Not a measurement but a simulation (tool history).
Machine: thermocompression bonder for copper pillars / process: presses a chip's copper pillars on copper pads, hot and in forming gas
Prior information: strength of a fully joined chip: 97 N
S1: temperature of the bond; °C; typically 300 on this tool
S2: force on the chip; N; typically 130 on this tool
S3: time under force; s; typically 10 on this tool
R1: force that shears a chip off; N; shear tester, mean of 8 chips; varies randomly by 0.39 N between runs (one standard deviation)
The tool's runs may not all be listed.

run   hour   S1   S2  S3    R1
  1      0  300  130  10  43.9
  2      8  300  130  10  44.3
  3   15.1  300  130  10  43.1
  4   20.4  300  130  10  42.8
  5   30.3  300  130  10  43.7
  6   39.3  300  130  12  46.9
  7   45.9  300  130  18  53.2
  8   55.8  300  130  18  53.5
  9   62.5  300  130  19  54.3
 10     67  300  130  19  54.3
 11   71.5  300  130  19  54.3
 12   80.6  300  130  19  54.8
 13     91  300  130  19  53.9
 14   95.8  300  149  19  60.9
 15  103.4  300  130  10  43.2
 16  110.9  300  130  10  43.5
 17  117.5  300  130  10    44
 18  123.5  300  130  10  44.1
 19    133  300  130  10  43.9
 20  139.4  300  130  10  44.2
 21  145.1  273  113  10  26.6
 22  151.2  273  113  10  26.6
 23  157.9  296  156   7  43.5
 24  163.4  296  156   7  43.3
 25  172.9  296  168   7    46
 26  178.6  296  168   7  46.8
 27  183.2  310   94  12  38.2
 28  192.1  326   94  14  48.6
 29    200  326   94  14    49
 30  204.4  291  118  19  45.5
 31  210.2  292  130  10  39.6
 32  216.8  292  130  10  39.9
 33    224  274  125  11    31
 34  231.2  274  125  11  31.5
 35  241.5  274  110  13    29
 36  247.8  313  130  10  50.2
 37  257.8  305  170  10  58.6
 38  262.6  305  143  11  51.4
 39  270.5  305  119  14  48.3

Withheld: 1 entry from between the runs. Position of each, and hidden state at the listed run before versus the listed run after:
Logged between run 25 and run 26: forming gas filter changed (hour 174.4)
  oxide that the forming gas leaves, % of the face: 0.67 -> 0.5

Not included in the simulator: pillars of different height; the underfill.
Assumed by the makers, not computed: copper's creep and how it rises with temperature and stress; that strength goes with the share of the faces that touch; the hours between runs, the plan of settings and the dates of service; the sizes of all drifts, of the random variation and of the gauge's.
